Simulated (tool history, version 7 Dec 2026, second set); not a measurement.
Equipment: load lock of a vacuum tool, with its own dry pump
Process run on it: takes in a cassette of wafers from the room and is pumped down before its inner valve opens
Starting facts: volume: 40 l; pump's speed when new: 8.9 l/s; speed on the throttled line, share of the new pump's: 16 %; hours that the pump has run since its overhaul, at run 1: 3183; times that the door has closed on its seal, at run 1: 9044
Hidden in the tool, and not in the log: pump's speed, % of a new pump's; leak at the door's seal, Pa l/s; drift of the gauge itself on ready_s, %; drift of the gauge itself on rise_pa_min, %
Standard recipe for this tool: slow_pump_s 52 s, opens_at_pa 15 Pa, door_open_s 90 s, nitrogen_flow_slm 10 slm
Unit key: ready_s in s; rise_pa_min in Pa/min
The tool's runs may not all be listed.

run	day	slow_pump_s	opens_at_pa	door_open_s	nitrogen_flow_slm	hours that the pump has run since its overhaul	times that the door has closed on its seal	incoming humidity of the room's air, %	ready_s	rise_pa_min
1	0.000	52	15	90	10	3183	9044	44.2	86.7	0.180
2	12.000	52	15	90	10	3471	9420	43.8	85.2	0.186
3	23.629	52	15	90	10	3750	9784	45.6	86.5	0.198
4	32.538	52	15	90	10	3964	10063	43.8	86.7	0.203
5	46.592	52	27	90	10	4301	10503	44.6	83.8	0.215
6	60.267	30	15	90	10	4630	10931	44.1	68.9	0.214
7	81.546	30	15	90	10	5140	11597	40.6	71.1	0.226
8	92.396	30	15	90	10	5401	11937	44.5	70.5	0.233
9	113.979	52	15	90	10	5919	12613	45.2	88.8	0.256
10	132.929	30	15	90	13	6373	13206	44.7	71.9	0.262
11	151.650	44	15	90	10	6823	13792	45.7	83.5	0.284
12	161.592	44	15	90	10	7061	14103	45.0	83.9	0.290
13	177.271	83	12	90	10	7438	14594	47.3	116.7	0.306
14	187.471	81	15	90	10	7682	14913	45.1	113.8	0.309
15	206.900	69	15	90	10	8149	15521	44.1	104.6	0.322
16	223.908	69	13	90	12	8557	16054	44.0	105.6	0.337
17	239.621	34	29	32	22	8934	16546	44.1	74.1	0.316
18	254.817	34	29	32	22	9299	17021	44.3	73.7	0.337

Forecast each of these 3 alternatives for the next run:
A	266.838	34	18	32	17	9587	17398	45.7	?	?
B	266.838	34	29	32	22	9587	17398	45.3	?	?
C	266.838	52	19	90	10	9587	17398	45.1	?	?

run	ready_s	rise_pa_min
A	78.8	0.349
B	74.8	0.344
C	90.9	0.379
With the hidden condition removed and each run's random variation left untouched, the same runs would have given:
run	ready_s	rise_pa_min
A	68.1	0.038
B	65.0	0.033
C	81.4	0.072
